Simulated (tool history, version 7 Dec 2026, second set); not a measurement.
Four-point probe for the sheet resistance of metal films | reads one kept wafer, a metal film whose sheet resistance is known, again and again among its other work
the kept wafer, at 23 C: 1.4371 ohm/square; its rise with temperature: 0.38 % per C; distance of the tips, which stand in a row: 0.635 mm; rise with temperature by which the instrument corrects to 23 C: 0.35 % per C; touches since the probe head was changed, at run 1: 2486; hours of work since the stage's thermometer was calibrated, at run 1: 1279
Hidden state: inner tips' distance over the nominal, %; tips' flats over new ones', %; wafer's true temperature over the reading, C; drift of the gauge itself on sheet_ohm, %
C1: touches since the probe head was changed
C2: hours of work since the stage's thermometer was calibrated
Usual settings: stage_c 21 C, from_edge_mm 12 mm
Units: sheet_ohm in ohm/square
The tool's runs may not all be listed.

{"run": 1, "hour": 0.0, "stage_c": 21, "from_edge_mm": 12, "C1": 2486, "C2": 1279, "sheet_ohm": 1.438602}
{"run": 2, "hour": 65.7, "stage_c": 21, "from_edge_mm": 12, "C1": 3185, "C2": 1309, "sheet_ohm": 1.437819}
{"run": 3, "hour": 112.5, "stage_c": 21, "from_edge_mm": 12, "C1": 3683, "C2": 1331, "sheet_ohm": 1.438066}
{"run": 4, "hour": 178.2, "stage_c": 21, "from_edge_mm": 12, "C1": 4381, "C2": 1362, "sheet_ohm": 1.437809}
{"run": 5, "hour": 241.0, "stage_c": 21, "from_edge_mm": 12, "C1": 5049, "C2": 1391, "sheet_ohm": 1.438342}
{"run": 6, "hour": 304.9, "stage_c": 22, "from_edge_mm": 12, "C1": 5729, "C2": 1421, "sheet_ohm": 1.438774}
{"run": 7, "hour": 343.4, "stage_c": 22, "from_edge_mm": 12, "C1": 6139, "C2": 1439, "sheet_ohm": 1.439062}
{"run": 8, "hour": 390.7, "stage_c": 21, "from_edge_mm": 60, "C1": 6642, "C2": 1461, "sheet_ohm": 1.4367}
{"run": 9, "hour": 456.2, "stage_c": 21, "from_edge_mm": 60, "C1": 7338, "C2": 1491, "sheet_ohm": 1.437112}
{"run": 10, "hour": 500.2, "stage_c": 21, "from_edge_mm": 12, "C1": 7806, "C2": 1512, "sheet_ohm": 1.437807}
{"run": 11, "hour": 544.4, "stage_c": 21, "from_edge_mm": 12, "C1": 8277, "C2": 1532, "sheet_ohm": 1.437899}
{"run": 12, "hour": 599.7, "stage_c": 21, "from_edge_mm": 12, "C1": 8866, "C2": 1558, "sheet_ohm": 1.438388}
{"run": 13, "hour": 640.5, "stage_c": 21, "from_edge_mm": 12, "C1": 9300, "C2": 1577, "sheet_ohm": 1.438369}
{"run": 14, "hour": 676.5, "stage_c": 19, "from_edge_mm": 12, "C1": 9682, "C2": 1594, "sheet_ohm": 1.437496}
{"run": 15, "hour": 704.5, "stage_c": 19, "from_edge_mm": 12, "C1": 9980, "C2": 1607, "sheet_ohm": 1.438088}
{"run": 16, "hour": 737.9, "stage_c": 26, "from_edge_mm": 6, "C1": 10336, "C2": 1623, "sheet_ohm": 1.447374}
{"run": 17, "hour": 769.8, "stage_c": 22, "from_edge_mm": 12, "C1": 10674, "C2": 1638, "sheet_ohm": 1.439013}
{"run": 18, "hour": 817.0, "stage_c": 22, "from_edge_mm": 12, "C1": 11177, "C2": 1660, "sheet_ohm": 1.43915}
{"run": 19, "hour": 875.6, "stage_c": 22, "from_edge_mm": 12, "C1": 11800, "C2": 1687, "sheet_ohm": 1.438854}
{"run": 20, "hour": 914.9, "stage_c": 22, "from_edge_mm": 12, "C1": 12218, "C2": 1705, "sheet_ohm": 1.4395}
{"run": 21, "hour": 969.4, "stage_c": 22, "from_edge_mm": 12, "C1": 12797, "C2": 1731, "sheet_ohm": 1.438899}
{"run": 22, "hour": 998.7, "stage_c": 22, "from_edge_mm": 12, "C1": 13109, "C2": 1744, "sheet_ohm": 1.4388}
{"run": 23, "hour": 1058.1, "stage_c": 20, "from_edge_mm": 29, "C1": 13741, "C2": 1772, "sheet_ohm": 1.436624}
{"run": 24, "hour": 1110.8, "stage_c": 20, "from_edge_mm": 29, "C1": 14302, "C2": 1797, "sheet_ohm": 1.43634}
{"run": 25, "hour": 1168.5, "stage_c": 22, "from_edge_mm": 3, "C1": 14916, "C2": 1823, "sheet_ohm": 1.47078}
{"run": 26, "hour": 1221.4, "stage_c": 29, "from_edge_mm": 23, "C1": 15478, "C2": 1848, "sheet_ohm": 1.440171}

Hidden state or all else? Some run-to-run changes of sheet_ohm, split into what the settings, what came in and random variation would give without the hidden state, and what is left for the hidden state (with any gauge scatter that isn't in both results):
Run 15 -> 16: stage_c 19 -> 26, from_edge_mm 12 -> 6. sheet_ohm +0.009286 ohm/square: hidden state +0.000089, all else +0.009197.
Run 24 -> 25: stage_c 20 -> 22, from_edge_mm 29 -> 3. sheet_ohm +0.03444 ohm/square: hidden state +0.000042, all else +0.034398.
Run 25 -> 26: stage_c 22 -> 29, from_edge_mm 3 -> 23. sheet_ohm -0.030609 ohm/square: hidden state +0.000106, all else -0.030715.
